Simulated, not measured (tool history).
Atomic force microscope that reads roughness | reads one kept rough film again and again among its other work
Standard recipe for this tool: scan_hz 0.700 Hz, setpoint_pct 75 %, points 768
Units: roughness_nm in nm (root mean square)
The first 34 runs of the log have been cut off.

run 35 hour=1278.7 | scan_hz=2.727 setpoint_pct=74 points=644 | roughness_nm=0.998
run 36 hour=1315.1 | scan_hz=2.727 setpoint_pct=73 points=409 | roughness_nm=0.983
run 37 hour=1360.9 | scan_hz=1.436 setpoint_pct=73 points=482 | roughness_nm=0.990
run 38 hour=1394.0 | scan_hz=0.648 setpoint_pct=73 points=444 | roughness_nm=0.993
run 39 hour=1417.6 | scan_hz=0.648 setpoint_pct=73 points=444 | roughness_nm=0.992
-- hour=1466.4 new tip fitted
run 40 hour=1466.4 | scan_hz=2.953 setpoint_pct=74 points=525 | roughness_nm=1.036
run 41 hour=1501.3 | scan_hz=2.953 setpoint_pct=74 points=525 | roughness_nm=1.010
run 42 hour=1544.4 | scan_hz=2.953 setpoint_pct=74 points=525 | roughness_nm=0.993
run 43 hour=1589.0 | scan_hz=2.022 setpoint_pct=67 points=580 | roughness_nm=1.013
run 44 hour=1634.6 | scan_hz=0.700 setpoint_pct=84 points=340 | roughness_nm=0.994
run 45 hour=1666.8 | scan_hz=0.748 setpoint_pct=85 points=761 | roughness_nm=0.982
run 46 hour=1697.9 | scan_hz=3.487 setpoint_pct=75 points=576 | roughness_nm=0.889
run 47 hour=1719.4 | scan_hz=2.114 setpoint_pct=75 points=891 | roughness_nm=0.926
-- hour=1724.3 new tip fitted
run 48 hour=1750.6 | scan_hz=1.543 setpoint_pct=55 points=768 | roughness_nm=1.094
run 49 hour=1791.9 | scan_hz=2.963 setpoint_pct=75 points=953 | roughness_nm=0.995
run 50 hour=1825.0 | scan_hz=2.963 setpoint_pct=75 points=953 | roughness_nm=0.982
run 51 hour=1873.1 | scan_hz=1.373 setpoint_pct=65 points=953 | roughness_nm=1.028

Consider 5 possible next runs. They are alternatives, not a sequence: every one starts from the tool as it was left by run 51. What does each give?
run A hour=1896.5 | scan_hz=1.373 setpoint_pct=73 points=953 | roughness_nm=?
run B hour=1896.5 | scan_hz=1.868 setpoint_pct=75 points=768 | roughness_nm=?
run C hour=1896.5 | scan_hz=0.920 setpoint_pct=75 points=768 | roughness_nm=?
run D hour=1896.5 | scan_hz=1.373 setpoint_pct=75 points=953 | roughness_nm=?
run E hour=1896.5 | scan_hz=1.373 setpoint_pct=65 points=308 | roughness_nm=?

run=A roughness_nm=1.001
run=B roughness_nm=0.973
run=C roughness_nm=1.001
run=D roughness_nm=0.986
run=E roughness_nm=1.000
Without the tool's hidden state the same runs would have given:
run=A roughness_nm=1.117
run=B roughness_nm=1.087
run=C roughness_nm=1.118
run=D roughness_nm=1.102
run=E roughness_nm=1.117
